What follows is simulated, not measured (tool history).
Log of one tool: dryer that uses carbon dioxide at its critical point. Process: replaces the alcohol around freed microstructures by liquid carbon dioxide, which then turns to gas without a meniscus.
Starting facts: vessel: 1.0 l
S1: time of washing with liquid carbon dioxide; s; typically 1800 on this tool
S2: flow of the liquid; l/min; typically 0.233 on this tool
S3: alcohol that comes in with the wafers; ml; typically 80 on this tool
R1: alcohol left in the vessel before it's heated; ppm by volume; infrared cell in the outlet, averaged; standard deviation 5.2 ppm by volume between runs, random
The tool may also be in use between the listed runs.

| run | hour | S1 | S2 | S3 | R1 |
|---|---|---|---|---|---|
| 1 | 0.0 | 1800 | 0.233 | 80 | 280 |
|  | 20.7 | inlet filter changed |
| 2 | 25.3 | 1800 | 0.233 | 80 | 208 |
| 3 | 56.7 | 1800 | 0.217 | 80 | 274 |
| 4 | 79.8 | 1800 | 0.217 | 80 | 303 |
| 5 | 119.7 | 1800 | 0.217 | 80 | 323 |
| 6 | 157.7 | 2100 | 0.233 | 80 | 189 |
| 7 | 190.4 | 2100 | 0.233 | 80 | 197 |
| 8 | 230.1 | 2100 | 0.259 | 43 | 182 |
|  | 250.1 | purifier's bed changed |
| 9 | 253.4 | 1800 | 0.242 | 80 | 145 |
|  | 280.4 | inlet filter changed |
| 10 | 285.3 | 1680 | 0.147 | 95 | 1759 |
| 11 | 305.2 | 1980 | 0.151 | 95 | 817 |

Run 12, settings as shown, results not yet in. Your forecast:
| 12 | 322.8 | 2040 | 0.151 | 45 | ? |

R1: 362 ppm by volume
Without the tool's hidden state the same run would have given R1 302 ppm by volume.
